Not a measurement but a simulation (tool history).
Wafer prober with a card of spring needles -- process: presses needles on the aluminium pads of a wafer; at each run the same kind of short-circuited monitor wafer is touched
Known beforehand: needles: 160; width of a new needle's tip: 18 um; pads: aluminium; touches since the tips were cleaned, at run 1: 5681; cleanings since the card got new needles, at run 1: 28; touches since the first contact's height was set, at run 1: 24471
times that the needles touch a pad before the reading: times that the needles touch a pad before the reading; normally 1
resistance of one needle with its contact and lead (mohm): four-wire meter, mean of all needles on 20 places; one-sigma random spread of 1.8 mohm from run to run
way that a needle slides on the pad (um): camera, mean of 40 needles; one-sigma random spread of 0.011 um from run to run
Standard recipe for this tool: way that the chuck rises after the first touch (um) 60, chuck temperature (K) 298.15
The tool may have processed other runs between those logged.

| run | day | way that the chuck rises after the first touch (um) | chuck temperature (K) | times that the needles touch a pad before the reading | touches since the tips were cleaned | cleanings since the card got new needles | touches since the first contact's height was set | resistance of one needle with its contact and lead (mohm) | way that a needle slides on the pad (um) |
|---|---|---|---|---|---|---|---|---|---|
| 1 | 0 | 60 | 298.15 | 1 | 5681 | 28 | 24471 | 186 | 14.45 |
|  | 0.275 | tips cleaned on abrasive film |
|  | 1.383 | tips cleaned on abrasive film |
| 2 | 1.562 | 60 | 298.15 | 1 | 1245 | 30 | 35098 | 187 | 14.42 |
|  | 2.479 | tips cleaned on abrasive film |
| 3 | 3.358 | 60 | 351.15 | 1 | 5998 | 31 | 47305 | 199 | 14.41 |
|  | 3.488 | tips cleaned on abrasive film |
|  | 4.533 | tips cleaned on abrasive film |
| 4 | 4.533 | 60 | 298.15 | 1 | 0 | 33 | 55275 | 184 | 14.42 |
|  | 5.571 | tips cleaned on abrasive film |
|  | 5.829 | height of the first contact set anew |
| 5 | 6.396 | 60 | 298.15 | 1 | 5558 | 34 | 3878 | 188 | 14.42 |
|  | 6.642 | tips cleaned on abrasive film |
| 6 | 7.588 | 60 | 298.15 | 2 | 6472 | 35 | 11984 | 187 | 14.4 |
|  | 7.792 | tips cleaned on abrasive film |
| 7 | 8.758 | 60 | 298.15 | 2 | 6598 | 36 | 19963 | 186 | 14.43 |
|  | 8.9 | tips cleaned on abrasive film |
|  | 9.983 | tips cleaned on abrasive film |
|  | 11.017 | tips cleaned on abrasive film |
| 8 | 11.3 | 60 | 298.15 | 2 | 1932 | 39 | 37233 | 185 | 14.41 |
|  | 12.075 | tips cleaned on abrasive film |
|  | 13.125 | tips cleaned on abrasive film |
| 9 | 13.162 | 60 | 336.15 | 2 | 260 | 41 | 49876 | 193 | 14.43 |
|  | 14.279 | tips cleaned on abrasive film |
| 10 | 14.821 | 60 | 298.15 | 1 | 3707 | 42 | 61187 | 186 | 14.43 |
|  | 15.371 | tips cleaned on abrasive film |
|  | 15.383 | height of the first contact set anew |
| 11 | 16.271 | 60 | 298.15 | 1 | 6085 | 43 | 6085 | 185 | 14.4 |
|  | 16.479 | tips cleaned on abrasive film |
|  | 17.588 | tips cleaned on abrasive film |
| 12 | 18.079 | 60 | 298.15 | 1 | 3360 | 45 | 18372 | 187 | 14.41 |

Run 13 comes next. What will it give?
|  | 18.633 | tips cleaned on abrasive film |
|  | 19.667 | tips cleaned on abrasive film |
| 13 | 20.079 | 69 | 352.15 | 1 | 2806 | 47 | 31967 | ? | ? |

Run 13 yielded resistance of one needle with its contact and lead (mohm) 195, way that a needle slides on the pad (um) 16.59.
With no hidden state in the tool, this same run would have given resistance of one needle with its contact and lead (mohm) 195, way that a needle slides on the pad (um) 16.59.
